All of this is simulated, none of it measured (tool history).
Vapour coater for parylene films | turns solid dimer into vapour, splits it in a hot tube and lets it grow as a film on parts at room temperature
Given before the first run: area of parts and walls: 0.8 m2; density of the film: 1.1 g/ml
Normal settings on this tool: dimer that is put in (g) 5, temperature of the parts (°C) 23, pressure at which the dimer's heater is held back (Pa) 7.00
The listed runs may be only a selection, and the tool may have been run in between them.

| run | day | dimer that is put in (g) | temperature of the parts (°C) | pressure at which the dimer's heater is held back (Pa) | thickness of the film (um) |
|---|---|---|---|---|---|
| 1 | 0.000 | 5 | 23 | 7.00 | 3.35 |
| 2 | 0.483 | 5 | 23 | 7.00 | 3.33 |
| 3 | 1.088 | 5 | 23 | 7.00 | 3.29 |
| 4 | 1.571 | 4 | 23 | 7.00 | 2.61 |
| 5 | 2.208 | 5 | 23 | 7.00 | 3.27 |
| 6 | 2.996 | 5 | 23 | 2.40 | 4.16 |
| 7 | 3.746 | 5 | 23 | 2.40 | 4.11 |
| 8 | 4.596 | 5 | 23 | 7.00 | 3.20 |
| 9 | 5.075 | 5 | 23 | 7.00 | 3.16 |
| 10 | 5.658 | 5 | 23 | 6.03 | 3.25 |
| 11 | 6.221 | 5 | 23 | 6.03 | 3.23 |
| 12 | 6.625 | 5 | 23 | 2.10 | 4.16 |
| 13 | 7.604 | 5 | 19 | 11.90 | 3.27 |
| 14 | 8.404 | 5 | 19 | 11.90 | 3.29 |
|  | 8.638 | trap's valve overhauled |
| 15 | 9.125 | 2 | 19 | 2.17 | 1.78 |
| 16 | 9.929 | 2 | 19 | 2.17 | 1.77 |
| 17 | 10.817 | 2 | 25 | 7.85 | 0.99 |
| 18 | 11.750 | 6 | 20 | 3.67 | 4.41 |
|  | 12.321 | trap's valve overhauled, once more |
| 19 | 12.488 | 3 | 25 | 7.00 | 1.88 |
| 20 | 13.338 | 6 | 18 | 7.00 | 5.34 |
| 21 | 13.746 | 6 | 18 | 7.00 | 5.27 |
| 22 | 14.162 | 7 | 30 | 3.90 | 3.96 |
| 23 | 14.921 | 7 | 30 | 3.90 | 3.95 |

Below are 5 alternative next runs, each starting from the tool's condition after run 23. Predict each:
| A | 15.788 | 7 | 22 | 3.65 | ? |
| B | 15.788 | 8 | 18 | 3.90 | ? |
| C | 15.788 | 9 | 23 | 7.00 | ? |
| D | 15.788 | 3 | 28 | 3.90 | ? |
| E | 15.788 | 5 | 20 | 7.00 | ? |

| run | thickness of the film (um) |
|---|---|
| A | 5.94 |
| B | 7.83 |
| C | 6.11 |
| D | 1.82 |
| E | 3.94 |
What these runs would have given with no unlogged condition in the tool:
| run | thickness of the film (um) |
|---|---|
| A | 6.25 |
| B | 8.24 |
| C | 6.44 |
| D | 1.91 |
| E | 4.14 |
